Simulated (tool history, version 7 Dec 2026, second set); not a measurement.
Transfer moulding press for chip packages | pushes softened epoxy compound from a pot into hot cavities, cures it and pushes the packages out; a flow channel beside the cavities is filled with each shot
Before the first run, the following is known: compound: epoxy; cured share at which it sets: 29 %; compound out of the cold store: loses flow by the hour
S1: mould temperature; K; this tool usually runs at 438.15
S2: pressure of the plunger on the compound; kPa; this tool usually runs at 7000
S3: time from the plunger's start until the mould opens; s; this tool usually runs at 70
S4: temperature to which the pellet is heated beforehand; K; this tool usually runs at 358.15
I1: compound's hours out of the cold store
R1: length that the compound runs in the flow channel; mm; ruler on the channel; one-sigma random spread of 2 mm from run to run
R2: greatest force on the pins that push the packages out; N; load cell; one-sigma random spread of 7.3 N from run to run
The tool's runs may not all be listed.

run 1 day=0 | S1=438.15 S2=7000 S3=70 S4=358.15 | I1=42.7 | R1=771 R2=553
run 2 day=0.325 | S1=438.15 S2=7000 S3=70 S4=358.15 | I1=39.4 | R1=784 R2=554
run 3 day=0.808 | S1=438.15 S2=7000 S3=70 S4=358.15 | I1=41.4 | R1=779 R2=671
run 4 day=1.188 | S1=438.15 S2=7000 S3=70 S4=358.15 | I1=14.7 | R1=862 R2=696
run 5 day=1.538 | S1=438.15 S2=7000 S3=70 S4=358.15 | I1=41.2 | R1=776 R2=658
run 6 day=1.75 | S1=438.15 S2=7000 S3=70 S4=358.15 | I1=44.3 | R1=761 R2=638
run 7 day=2.117 | S1=438.15 S2=7000 S3=106 S4=358.15 | I1=23.2 | R1=833 R2=460
run 8 day=2.433 | S1=438.15 S2=7000 S3=106 S4=358.15 | I1=11.4 | R1=868 R2=476
run 9 day=2.875 | S1=438.15 S2=7000 S3=70 S4=362.15 | I1=15.9 | R1=853 R2=403
run 10 day=3.142 | S1=441.15 S2=5920 S3=66 S4=361.15 | I1=32.7 | R1=723 R2=433
run 11 day=3.367 | S1=441.15 S2=7000 S3=70 S4=353.15 | I1=34.4 | R1=782 R2=428
run 12 day=3.662 | S1=443.15 S2=6120 S3=70 S4=359.15 | I1=9.7 | R1=800 R2=424
run 13 day=3.892 | S1=443.15 S2=6120 S3=70 S4=359.15 | I1=45.6 | R1=693 R2=448
run 14 day=4.221 | S1=438.15 S2=7000 S3=97 S4=358.15 | I1=47.4 | R1=746 R2=404
run 15 day=4.529 | S1=438.15 S2=7000 S3=55 S4=365.15 | I1=20.3 | R1=827 R2=1048
run 16 day=4.975 | S1=433.15 S2=6200 S3=65 S4=358.15 | I1=32.2 | R1=761 R2=522
run 17 day=5.479 | S1=430.15 S2=7770 S3=75 S4=360.15 | I1=31.7 | R1=890 R2=618
run 18 day=5.788 | S1=443.15 S2=6910 S3=98 S4=358.15 | I1=15.1 | R1=852 R2=342

Removed from this log: 4 entries logged between the listed runs. Between which two listed runs does each belong, and how does the tool's hidden state at the listed run before it compare with that at the listed run after it?
After run 2, before run 3: cavities cleaned with cleaning compound and waxed (day 0.8)
  true mould temperature over the reading, C: 0.38 -> 0.39; pressure that reaches the compound, % of what is set: 96.48 -> 96.11; grip of the stained cavities, % over clean ones': 98.2 -> 129.8
  measured value less the no-hidden-state value, R1: -15 -> -16 mm; R2: +270 -> +374 N
After run 8, before run 9: cavities cleaned with cleaning compound and waxed, once more (day 2.533)
  true mould temperature over the reading, C: 0.41 -> 0.42; pressure that reaches the compound, % of what is set: 94.72 -> 94.41; grip of the stained cavities, % over clean ones': 116.6 -> 36.4
  measured value less the no-hidden-state value, R1: -26 -> -26 mm; R2: +254 -> +102 N
After run 15, before run 16: cavities cleaned with cleaning compound and waxed (day 4.917)
  true mould temperature over the reading, C: 0.44 -> 0.45; pressure that reaches the compound, % of what is set: 93.03 -> 92.7; grip of the stained cavities, % over clean ones': 98.7 -> 6.3
  measured value less the no-hidden-state value, R1: -32 -> -31 mm; R2: +506 -> +15 N
After run 16, before run 17: plunger's sealing rings changed (day 5.221)
  pressure that reaches the compound, % of what is set: 92.7 -> 99.33; grip of the stained cavities, % over clean ones': 6.3 -> 42.8
  measured value less the no-hidden-state value, R1: -31 -> -5 mm; R2: +15 -> +171 N
